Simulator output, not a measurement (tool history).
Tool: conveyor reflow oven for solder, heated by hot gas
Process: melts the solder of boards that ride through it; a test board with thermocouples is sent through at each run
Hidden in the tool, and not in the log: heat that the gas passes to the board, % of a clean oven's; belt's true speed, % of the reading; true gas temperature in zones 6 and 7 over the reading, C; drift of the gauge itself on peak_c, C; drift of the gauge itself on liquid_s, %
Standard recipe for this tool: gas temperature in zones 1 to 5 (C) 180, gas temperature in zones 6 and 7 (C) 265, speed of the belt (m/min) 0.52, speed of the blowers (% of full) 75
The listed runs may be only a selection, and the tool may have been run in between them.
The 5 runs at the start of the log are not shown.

| run | hour | gas temperature in zones 1 to 5 (C) | gas temperature in zones 6 and 7 (C) | speed of the belt (m/min) | speed of the blowers (% of full) | hours of work since the flux was cleaned out | hours of work since the belt drive was overhauled | hours of work since the thermocouples were changed | highest temperature of the board (C) | time above the solder's melting point (s) |
|---|---|---|---|---|---|---|---|---|---|---|
| 6 | 51.9 | 180 | 265 | 0.588 | 75 | 299 | 118 | 73 | 240 | 36.6 |
| 7 | 63.8 | 180 | 265 | 0.588 | 75 | 308 | 127 | 82 | 240.1 | 36.1 |
| 8 | 70.6 | 180 | 265 | 0.588 | 75 | 313 | 132 | 87 | 240.1 | 36.1 |
| 9 | 77.1 | 180 | 265 | 0.52 | 75 | 318 | 137 | 92 | 244.7 | 46.7 |
| 10 | 84.9 | 180 | 265 | 0.52 | 75 | 323 | 143 | 97 | 244.1 | 46.5 |
| 11 | 91.6 | 180 | 265 | 0.52 | 75 | 328 | 148 | 102 | 244.4 | 46.4 |
| 12 | 98.4 | 180 | 265 | 0.52 | 75 | 333 | 153 | 107 | 244 | 46.8 |
| 13 | 109.2 | 180 | 265 | 0.52 | 75 | 342 | 161 | 115 | 244.2 | 46.3 |
| 14 | 117.1 | 180 | 265 | 0.52 | 75 | 347 | 167 | 121 | 243.9 | 46.9 |
| 15 | 126.4 | 180 | 265 | 0.52 | 75 | 354 | 174 | 128 | 244.2 | 46.5 |
| 16 | 132.1 | 180 | 265 | 0.442 | 85 | 359 | 178 | 132 | 251.5 | 63.2 |
| 17 | 143 | 180 | 265 | 0.529 | 58 | 367 | 186 | 141 | 237.5 | 37.7 |
| 18 | 153.1 | 180 | 265 | 0.529 | 58 | 374 | 194 | 148 | 237.7 | 36.9 |
| 19 | 165 | 180 | 265 | 0.529 | 58 | 383 | 203 | 157 | 237.6 | 36.7 |
|  | 176.4 | flux residue cleaned out of gas plates and filters |
| 20 | 179.1 | 189 | 271 | 0.529 | 58 | 2 | 209 | 164 | 245.8 | 49.3 |
| 21 | 186.6 | 173 | 268 | 0.542 | 76 | 8 | 215 | 169 | 244.7 | 43.3 |
| 22 | 198 | 180 | 265 | 0.52 | 75 | 16 | 223 | 178 | 246.1 | 47.8 |
| 23 | 209.8 | 180 | 265 | 0.52 | 75 | 25 | 232 | 186 | 245.5 | 48.8 |
| 24 | 217.1 | 180 | 265 | 0.52 | 75 | 30 | 238 | 192 | 244.8 | 47.9 |
| 25 | 222.7 | 176 | 280 | 0.491 | 55 | 34 | 242 | 196 | 250.9 | 51.8 |
| 26 | 232.7 | 166 | 254 | 0.55 | 77 | 42 | 249 | 204 | 231.8 | 27.6 |
| 27 | 240.6 | 166 | 254 | 0.519 | 77 | 48 | 255 | 209 | 234.1 | 32.5 |
| 28 | 246.5 | 166 | 254 | 0.555 | 76 | 52 | 259 | 214 | 231.1 | 26.5 |
| 29 | 254.8 | 181 | 259 | 0.52 | 75 | 58 | 266 | 220 | 240.8 | 44 |
| 30 | 266.6 | 171 | 259 | 0.52 | 75 | 67 | 274 | 229 | 238.2 | 38.4 |

Forecast each of these 4 alternatives for the next run:
| A | 279.9 | 171 | 259 | 0.52 | 90 | 77 | 284 | 239 | ? | ? |
| B | 279.9 | 172 | 265 | 0.52 | 75 | 77 | 284 | 239 | ? | ? |
| C | 279.9 | 189 | 259 | 0.52 | 75 | 77 | 284 | 239 | ? | ? |
| D | 279.9 | 171 | 259 | 0.592 | 75 | 77 | 284 | 239 | ? | ? |

| run | highest temperature of the board (C) | time above the solder's melting point (s) |
|---|---|---|
| A | 241.6 | 43.3 |
| B | 243.6 | 43.3 |
| C | 242.5 | 49.1 |
| D | 233.5 | 27.6 |
Had the tool no hidden state, the same runs would have come out as:
| run | highest temperature of the board (C) | time above the solder's melting point (s) |
|---|---|---|
| A | 242.8 | 44.1 |
| B | 244.7 | 44.1 |
| C | 243.5 | 49.8 |
| D | 234.6 | 28.7 |
